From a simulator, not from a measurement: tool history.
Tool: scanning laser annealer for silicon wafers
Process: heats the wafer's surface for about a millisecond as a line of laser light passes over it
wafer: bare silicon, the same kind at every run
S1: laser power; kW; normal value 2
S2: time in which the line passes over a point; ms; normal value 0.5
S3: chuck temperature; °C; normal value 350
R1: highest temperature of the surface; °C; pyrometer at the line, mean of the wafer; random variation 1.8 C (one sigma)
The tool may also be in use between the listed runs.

Run 1, hour 0: usual settings. Result: R1 1043 °C.
Run 2, hour 47.2: usual settings. Result: R1 1039 °C.
Run 3, hour 96.2: usual settings but S1 2.121 kW. Result: R1 1093 °C.
Run 4, hour 144.7: usual settings but S1 2.121 kW. Result: R1 1093 °C.
Run 5, hour 209.6: usual settings but S1 2.121 kW. Result: R1 1092 °C.
Run 6, hour 248.5: usual settings but S1 1.759 kW. Result: R1 930 °C.
Run 7, hour 277.3: usual settings. Result: R1 1037 °C.
Run 8, hour 324.4: usual settings. Result: R1 1036 °C.
Run 9, hour 367.6: usual settings. Result: R1 1036 °C.
Run 10, hour 436.2: usual settings but S1 2.199 kW. Result: R1 1124 °C.
Run 11, hour 486.3: usual settings but S1 2.199 kW. Result: R1 1123 °C.
Run 12, hour 535.6: usual settings but S1 1.925 kW, S2 0.382 ms. Result: R1 911 °C.
Run 13, hour 586.6: usual settings but S1 1.925 kW, S2 0.382 ms. Result: R1 914 °C.
Run 14, hour 640.4: usual settings but S1 1.925 kW, S2 0.382 ms. Result: R1 911 °C.
Run 15, hour 673.1: usual settings but S1 1.709 kW, S2 0.369 ms, S3 334 °C. Result: R1 806 °C.
Run 16, hour 718.8: usual settings but S1 1.775 kW, S2 0.558 ms, S3 313 °C. Result: R1 925 °C.
Run 17, hour 768.3: usual settings but S1 1.775 kW, S2 0.558 ms, S3 313 °C. Result: R1 923 °C.
Run 18, hour 797.7: usual settings but S1 1.865 kW, S2 0.574 ms, S3 389 °C. Result: R1 1052 °C.
Run 19, hour 860.8: usual settings but S1 1.865 kW, S2 0.574 ms, S3 389 °C. Result: R1 1048 °C.
Run 20, hour 913.4: usual settings but S1 1.811 kW, S2 0.576 ms, S3 343 °C. Result: R1 983 °C.
Run 21, hour 956.6: usual settings but S1 2.068 kW, S2 0.379 ms, S3 353 °C. Result: R1 964 °C.
Run 22, hour 1019.5: usual settings but S2 0.448 ms, S3 354 °C. Result: R1 990 °C.

Measured less the same run without the tool's hidden state. The same run-to-run variation is in both; the gauge's scatter may not be:
The hidden state here: light that passes the window, % of a clean one's; laser's true power over the reading, %; width of the line over the set one, %; drift of the gauge itself on peak_c, C.
run   R1
  1  -15
  2  -16
  3  -19
  4  -20
  5  -22
  6  -17
  7  -21
  8  -22
  9  -23
 10  -28
 11  -28
 12  -22
 13  -22
 14  -24
 15  -21
 16  -28
 17  -28
 18  -32
 19  -33
 20  -32
 21  -31
 22  -34

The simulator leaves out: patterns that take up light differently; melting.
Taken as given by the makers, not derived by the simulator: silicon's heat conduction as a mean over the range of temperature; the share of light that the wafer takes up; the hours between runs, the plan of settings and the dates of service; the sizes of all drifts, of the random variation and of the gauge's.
